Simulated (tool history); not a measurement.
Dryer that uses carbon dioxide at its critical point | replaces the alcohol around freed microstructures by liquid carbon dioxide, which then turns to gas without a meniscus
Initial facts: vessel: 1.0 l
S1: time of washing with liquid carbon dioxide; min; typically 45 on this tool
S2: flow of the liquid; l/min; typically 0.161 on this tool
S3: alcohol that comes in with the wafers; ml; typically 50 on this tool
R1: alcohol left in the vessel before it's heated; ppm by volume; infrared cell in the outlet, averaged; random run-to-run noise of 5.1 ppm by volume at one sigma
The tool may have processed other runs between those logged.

run	hour	S1	S2	S3	R1
1	0	45	0.161	50	241
2	38.9	45	0.161	50	249
3	99.3	45	0.161	50	266
4	162.4	45	0.161	50	287
5	235.2	45	0.161	50	298
6	273.4	46	0.134	26	378

Forecast run 7:
7	304.6	46	0.134	26	?

Run 7 came out at R1 390 ppm by volume.
Minus the tool's unlogged condition, the same run would have read R1 112 ppm by volume.
